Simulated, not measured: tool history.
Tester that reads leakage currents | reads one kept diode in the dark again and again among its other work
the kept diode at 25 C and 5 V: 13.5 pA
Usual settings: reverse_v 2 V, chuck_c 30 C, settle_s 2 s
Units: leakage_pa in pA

Run 1, hour 0: usual settings. Result: leakage_pa 17.56 pA.
Run 2, hour 158.2: usual settings. Result: leakage_pa 17.72 pA.
Run 3, hour 248.1: usual settings but settle_s 6.31 s. Result: leakage_pa 17.51 pA.
Run 4, hour 327.1: usual settings but settle_s 6.31 s. Result: leakage_pa 17.71 pA.
Run 5, hour 413.4: usual settings but settle_s 6.2 s. Result: leakage_pa 17.63 pA.
Run 6, hour 487.9: usual settings but settle_s 6.2 s. Result: leakage_pa 17.72 pA.
Run 7, hour 632: usual settings but settle_s 6.2 s. Result: leakage_pa 17.87 pA.
Run 8, hour 767.3: usual settings but settle_s 6.2 s. Result: leakage_pa 17.95 pA.
Run 9, hour 908.5: usual settings. Result: leakage_pa 18.3 pA.
Run 10, hour 1049.8: usual settings but reverse_v 4.99 V. Result: leakage_pa 31.21 pA.
At hour 1086.8: chuck's temperature calibrated.
Run 11, hour 1214.7: usual settings but reverse_v 4.99 V. Result: leakage_pa 27.17 pA.
Run 12, hour 1344.1: usual settings but settle_s 0.47 s. Result: leakage_pa 16.95 pA.
Run 13, hour 1445.8: usual settings but settle_s 0.47 s. Result: leakage_pa 17.02 pA.
Run 14, hour 1529.2: usual settings but chuck_c 49 C, settle_s 0.47 s. Result: leakage_pa 78.45 pA.
Run 15, hour 1634.7: usual settings. Result: leakage_pa 16.24 pA.
Run 16, hour 1782.5: usual settings. Result: leakage_pa 16.38 pA.
At hour 1794.1: probe card cleaned and baked.
Run 17, hour 1910.4: usual settings but reverse_v 14.78 V. Result: leakage_pa 42.21 pA.
Run 18, hour 2040.6: usual settings but reverse_v 14.78 V. Result: leakage_pa 42.76 pA.
Run 19, hour 2198.3: usual settings but reverse_v 14.78 V. Result: leakage_pa 43.15 pA.
Run 20, hour 2284.3: usual settings but settle_s 0.79 s. Result: leakage_pa 15.41 pA.
Run 21, hour 2366.7: usual settings but settle_s 0.79 s. Result: leakage_pa 15.47 pA.
Run 22, hour 2446.9: usual settings but reverse_v 1.08 V, chuck_c 26 C, settle_s 4.2 s. Result: leakage_pa 7.31 pA.
Run 23, hour 2526.5: usual settings but reverse_v 9.34 V, chuck_c 55 C, settle_s 6.93 s. Result: leakage_pa 280.1 pA.
Run 24, hour 2648.9: usual settings but reverse_v 1.25 V, chuck_c 41 C. Result: leakage_pa 31.41 pA.
Run 25, hour 2781.3: usual settings but reverse_v 2.75 V, chuck_c 52 C, settle_s 2.71 s. Result: leakage_pa 118.66 pA.
Run 26, hour 2921.1: usual settings but reverse_v 2.36 V, settle_s 2.57 s. Result: leakage_pa 16.67 pA.
Run 27, hour 3031.2: usual settings but reverse_v 1.52 V, chuck_c 53 C, settle_s 2.57 s. Result: leakage_pa 95.32 pA.
Run 28, hour 3137.1: usual settings but reverse_v 1.52 V, chuck_c 31 C, settle_s 0.85 s. Result: leakage_pa 14.99 pA.
Run 29, hour 3227.9: usual settings but reverse_v 1.41 V, chuck_c 24 C. Result: leakage_pa 7.56 pA.
Run 30, hour 3295.7: usual settings but reverse_v 1.41 V, chuck_c 24 C. Result: leakage_pa 7.56 pA.
Run 31, hour 3448.7: usual settings but reverse_v 9.54 V, chuck_c 23 C, settle_s 6.01 s. Result: leakage_pa 20.26 pA.
Run 32, hour 3603.3: usual settings but reverse_v 9.54 V, chuck_c 25 C, settle_s 6.01 s. Result: leakage_pa 24.3 pA.
Run 33, hour 3669.8: usual settings but reverse_v 3.33 V, chuck_c 46 C, settle_s 9.86 s. Result: leakage_pa 81.46 pA.
Run 34, hour 3822.1: usual settings but reverse_v 2.5 V, settle_s 3.76 s. Result: leakage_pa 17.96 pA.
Run 35, hour 3947.9: usual settings but reverse_v 2.5 V, settle_s 3.76 s. Result: leakage_pa 18.23 pA.
Run 36, hour 4068: usual settings but reverse_v 2.5 V, settle_s 3.76 s. Result: leakage_pa 18.25 pA.
Run 37, hour 4176.7: usual settings but reverse_v 2.5 V, settle_s 3.76 s. Result: leakage_pa 18.48 pA.
Run 38, hour 4304.4: usual settings but chuck_c 46 C, settle_s 0.55 s. Result: leakage_pa 65.54 pA.
Run 39, hour 4419: usual settings but chuck_c 46 C, settle_s 0.55 s. Result: leakage_pa 65.92 pA.

Forecast each of these 4 alternatives for the next run:
Run A, hour 4543.3: usual settings but chuck_c 46 C, settle_s 7.14 s. Result: leakage_pa ?.
Run B, hour 4543.3: usual settings but chuck_c 46 C, settle_s 0.89 s. Result: leakage_pa ?.
Run C, hour 4543.3: usual settings but settle_s 5 s. Result: leakage_pa ?.
Run D, hour 4543.3: usual settings but reverse_v 1.9 V, settle_s 0.44 s. Result: leakage_pa ?.

run  leakage_pa
  A       64.98
  B        65.7
  C       16.45
  D        17.4
Without the tool's hidden state the same runs would have given:
run  leakage_pa
  A       57.56
  B       58.26
  C       13.77
  D        14.8

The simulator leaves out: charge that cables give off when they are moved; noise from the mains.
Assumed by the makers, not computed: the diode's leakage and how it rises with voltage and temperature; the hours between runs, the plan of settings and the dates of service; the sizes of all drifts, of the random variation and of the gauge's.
